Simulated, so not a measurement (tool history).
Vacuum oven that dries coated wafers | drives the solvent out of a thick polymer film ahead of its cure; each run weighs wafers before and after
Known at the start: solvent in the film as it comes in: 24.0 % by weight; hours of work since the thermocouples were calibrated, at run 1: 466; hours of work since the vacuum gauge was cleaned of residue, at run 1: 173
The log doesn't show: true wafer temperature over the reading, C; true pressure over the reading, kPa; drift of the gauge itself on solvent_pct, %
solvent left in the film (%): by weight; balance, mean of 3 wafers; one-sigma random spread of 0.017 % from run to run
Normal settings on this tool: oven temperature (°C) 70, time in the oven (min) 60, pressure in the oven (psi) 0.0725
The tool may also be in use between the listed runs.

run	hour	oven temperature (°C)	time in the oven (min)	pressure in the oven (psi)	hours of work since the thermocouples were calibrated	hours of work since the vacuum gauge was cleaned of residue	solvent left in the film (%)
1	0.0	70	60	0.0725	466	173	1.23
2	105.0	70	60	0.0725	515	223	1.25
3	161.1	70	106	0.0725	541	249	0.26
4	236.6	83	60	0.0725	577	284	0.12
5	306.6	70	60	0.0722	609	317	1.17
6	419.2	70	60	0.0725	662	370	1.16
7	475.9	70	60	0.0725	689	396	1.14
8	523.2	70	60	0.0725	711	418	1.16
# hour 540.8: oven's thermocouples calibrated
9	583.7	70	60	0.0725	20	446	1.56
10	635.0	84	60	0.0725	44	470	0.09
11	734.6	84	60	0.0725	91	516	0.08
12	828.6	70	60	0.1988	135	560	1.73
13	912.6	66	60	0.0664	174	599	3.04
14	1003.6	57	60	0.1553	217	642	8.47
15	1077.6	61	57	0.1001	251	677	6.23
16	1164.5	68	77	0.1001	292	717	1.26
17	1227.1	68	77	0.1001	321	747	1.26
18	1319.6	59	60	0.1001	364	790	7.06

Run 19, settings as shown, results not yet in. Your forecast:
19	1416.9	62	84	0.1001	410	835	?

{"run 19": {"solvent left in the film (%)": 3.07}}
Had the tool carried no hidden state, the very same run would have given solvent left in the film (%) 3.11.
